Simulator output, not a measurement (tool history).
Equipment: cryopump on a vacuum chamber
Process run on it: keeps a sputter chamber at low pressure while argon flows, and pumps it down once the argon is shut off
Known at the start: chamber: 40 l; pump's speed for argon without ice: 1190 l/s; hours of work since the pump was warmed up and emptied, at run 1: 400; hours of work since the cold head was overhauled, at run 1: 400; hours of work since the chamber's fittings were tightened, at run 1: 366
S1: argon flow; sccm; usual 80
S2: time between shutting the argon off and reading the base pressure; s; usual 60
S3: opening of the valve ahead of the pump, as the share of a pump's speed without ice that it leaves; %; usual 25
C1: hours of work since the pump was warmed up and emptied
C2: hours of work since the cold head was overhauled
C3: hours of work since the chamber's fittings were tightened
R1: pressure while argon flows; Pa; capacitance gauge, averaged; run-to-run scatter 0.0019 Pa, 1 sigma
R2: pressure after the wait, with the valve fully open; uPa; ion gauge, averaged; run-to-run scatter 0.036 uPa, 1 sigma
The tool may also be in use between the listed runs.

run 1 hour=0.0 | S1=80 S2=60 S3=25 | C1=400 C2=400 C3=366 | R1=0.4742 R2=2.29
run 2 hour=14.9 | S1=80 S2=60 S3=27 | C1=412 C2=412 C3=379 | R1=0.4391 R2=2.25
run 3 hour=30.6 | S1=80 S2=60 S3=27 | C1=425 C2=425 C3=392 | R1=0.4401 R2=2.26
run 4 hour=38.6 | S1=80 S2=60 S3=27 | C1=432 C2=432 C3=398 | R1=0.4415 R2=2.34
run 5 hour=52.0 | S1=80 S2=60 S3=25 | C1=443 C2=443 C3=409 | R1=0.4774 R2=2.29
run 6 hour=69.1 | S1=80 S2=60 S3=25 | C1=457 C2=457 C3=423 | R1=0.4774 R2=2.32
run 7 hour=78.4 | S1=80 S2=60 S3=42 | C1=465 C2=465 C3=431 | R1=0.2919 R2=2.35
run 8 hour=86.4 | S1=80 S2=60 S3=42 | C1=471 C2=471 C3=438 | R1=0.2917 R2=2.25
run 9 hour=99.4 | S1=100 S2=60 S3=25 | C1=482 C2=482 C3=449 | R1=0.5974 R2=2.34
run 10 hour=109.1 | S1=100 S2=60 S3=25 | C1=490 C2=490 C3=457 | R1=0.5984 R2=2.33
run 11 hour=125.7 | S1=100 S2=60 S3=25 | C1=504 C2=504 C3=470 | R1=0.5974 R2=2.38
run 12 hour=134.4 | S1=100 S2=60 S3=25 | C1=511 C2=511 C3=478 | R1=0.6006 R2=2.40
run 13 hour=147.0 | S1=113 S2=60 S3=25 | C1=521 C2=521 C3=488 | R1=0.6766 R2=2.31
run 14 hour=154.6 | S1=80 S2=60 S3=22 | C1=528 C2=528 C3=494 | R1=0.5415 R2=2.32
run 15 hour=171.5 | S1=80 S2=60 S3=22 | C1=542 C2=542 C3=508 | R1=0.5458 R2=2.32
run 16 hour=182.3 | S1=80 S2=60 S3=22 | C1=551 C2=551 C3=517 | R1=0.5424 R2=2.36
run 17 hour=197.2 | S1=80 S2=34 S3=17 | C1=563 C2=563 C3=529 | R1=0.6981 R2=3.75
run 18 hour=210.8 | S1=80 S2=34 S3=17 | C1=574 C2=574 C3=541 | R1=0.6957 R2=3.85
run 19 hour=224.8 | S1=55 S2=34 S3=27 | C1=586 C2=586 C3=552 | R1=0.3124 R2=3.77
run 20 hour=239.6 | S1=79 S2=60 S3=56 | C1=598 C2=598 C3=565 | R1=0.2299 R2=2.37
run 21 hour=246.9 | S1=79 S2=43 S3=32 | C1=604 C2=604 C3=571 | R1=0.3836 R2=3.09
run 22 hour=260.3 | S1=79 S2=43 S3=32 | C1=615 C2=615 C3=582 | R1=0.3827 R2=3.15
run 23 hour=269.2 | S1=117 S2=60 S3=25 | C1=623 C2=623 C3=589 | R1=0.7081 R2=2.42
run 24 hour=280.1 | S1=117 S2=60 S3=25 | C1=632 C2=632 C3=598 | R1=0.7085 R2=2.43
run 25 hour=295.0 | S1=117 S2=125 S3=25 | C1=644 C2=644 C3=610 | R1=0.7162 R2=1.54
run 26 hour=302.5 | S1=119 S2=60 S3=25 | C1=650 C2=650 C3=617 | R1=0.7326 R2=2.43
run 27 hour=315.1 | S1=80 S2=60 S3=34 | C1=661 C2=661 C3=627 | R1=0.3670 R2=2.49
run 28 hour=325.2 | S1=80 S2=60 S3=34 | C1=669 C2=669 C3=635 | R1=0.3670 R2=2.47
run 29 hour=341.5 | S1=61 S2=37 S3=53 | C1=682 C2=682 C3=649 | R1=0.1907 R2=3.56
run 30 hour=356.9 | S1=61 S2=37 S3=45 | C1=695 C2=695 C3=662 | R1=0.2199 R2=3.49
run 31 hour=366.0 | S1=61 S2=37 S3=45 | C1=703 C2=703 C3=669 | R1=0.2209 R2=3.75

5 options for the next run, each taken on its own from the tool as it stands now. Forecast them:
run A hour=378.4 | S1=61 S2=70 S3=25 | C1=713 C2=713 C3=679 | R1=? R2=?
run B hour=378.4 | S1=52 S2=25 S3=39 | C1=713 C2=713 C3=679 | R1=? R2=?
run C hour=378.4 | S1=83 S2=60 S3=51 | C1=713 C2=713 C3=679 | R1=? R2=?
run D hour=378.4 | S1=114 S2=265 S3=18 | C1=713 C2=713 C3=679 | R1=? R2=?
run E hour=378.4 | S1=54 S2=60 S3=20 | C1=713 C2=713 C3=679 | R1=? R2=?

run=A R1=0.3752 R2=2.30
run=B R1=0.2122 R2=5.08
run=C R1=0.2699 R2=2.57
run=D R1=0.9534 R2=1.21
run=E R1=0.4118 R2=2.50
Without the tool's unlogged condition, the same runs would have read:
run=A R1=0.3463 R2=1.78
run=B R1=0.1879 R2=4.56
run=C R1=0.2308 R2=2.04
run=D R1=0.8995 R2=0.69
run=E R1=0.3861 R2=1.99
